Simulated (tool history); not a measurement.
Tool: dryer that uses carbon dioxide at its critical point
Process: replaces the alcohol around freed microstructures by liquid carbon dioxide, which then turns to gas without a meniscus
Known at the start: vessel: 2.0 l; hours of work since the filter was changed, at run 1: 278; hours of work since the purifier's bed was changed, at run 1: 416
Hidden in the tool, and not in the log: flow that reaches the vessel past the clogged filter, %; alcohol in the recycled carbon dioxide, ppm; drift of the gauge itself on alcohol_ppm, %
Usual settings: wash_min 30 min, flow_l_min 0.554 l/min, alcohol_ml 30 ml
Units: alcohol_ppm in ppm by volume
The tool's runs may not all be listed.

run	day	wash_min	flow_l_min	alcohol_ml	hours of work since the filter was changed	hours of work since the purifier's bed was changed	alcohol_ppm
1	0.000	30	0.554	30	278	416	96
2	1.192	30	0.554	30	289	427	100
3	2.283	30	0.554	30	300	438	107
4	3.358	30	0.554	79	310	448	200
5	4.183	30	0.554	79	317	455	216
6	4.829	30	0.554	30	323	461	117
# day 4.983: inlet filter changed
7	5.579	30	0.554	30	6	468	87
8	6.196	30	0.554	30	11	474	92
9	7.221	30	0.554	30	21	483	88
10	7.933	30	0.554	30	28	490	93
11	9.062	30	0.554	30	38	500	88
12	9.721	30	0.554	30	44	507	99
13	10.638	30	0.849	30	53	515	61
# day 10.817: purifier's bed changed
14	11.962	30	0.554	25	64	11	48
15	12.467	30	0.554	30	69	15	39
16	13.129	30	0.554	30	75	22	53
17	13.725	30	0.554	28	80	27	48
18	14.367	31	0.554	28	86	33	35
19	15.246	30	0.338	30	95	41	488
20	15.783	30	0.685	30	100	46	25
21	16.838	30	0.685	30	109	56	21
22	18.083	30	0.685	30	121	68	26
23	18.779	30	0.685	30	128	74	26
24	19.758	30	0.685	30	137	83	27
25	20.912	40	0.759	105	147	94	8
26	21.712	30	0.525	30	155	102	73
27	22.525	30	0.525	30	163	109	78
28	23.717	30	0.525	30	174	120	87
29	24.258	30	0.414	30	179	125	250
30	25.192	30	0.414	30	187	134	249
31	25.825	36	0.396	32	193	140	154
32	26.796	25	0.369	30	202	149	711
33	27.658	23	0.633	39	210	157	149
34	28.288	20	0.371	30	216	163	1302
35	28.833	28	0.840	30	221	168	33
36	29.879	36	0.334	50	231	178	500
37	30.708	36	0.334	50	239	186	504
38	31.662	36	0.421	64	248	195	224
39	32.762	47	0.554	73	258	205	30
40	33.650	30	0.356	30	266	213	489
41	34.704	19	0.554	32	276	223	494
42	35.712	19	0.554	32	286	232	501
43	36.483	42	0.344	46	293	240	243
44	37.354	42	0.344	46	301	248	251
45	37.938	42	0.344	46	306	253	244
46	39.175	42	0.344	46	318	265	251

4 ways to go on from here, each from the tool as it stands after run 46. What would each give?
A	39.825	27	0.885	111	324	271	?
B	39.825	42	0.394	65	324	271	?
C	39.825	38	0.344	46	324	271	?
D	39.825	40	0.775	49	324	271	?

run	alcohol_ppm
A	50
B	193
C	390
D	37
Without the tool's hidden state the same runs would have given:
run	alcohol_ppm
A	13
B	104
C	248
D	9

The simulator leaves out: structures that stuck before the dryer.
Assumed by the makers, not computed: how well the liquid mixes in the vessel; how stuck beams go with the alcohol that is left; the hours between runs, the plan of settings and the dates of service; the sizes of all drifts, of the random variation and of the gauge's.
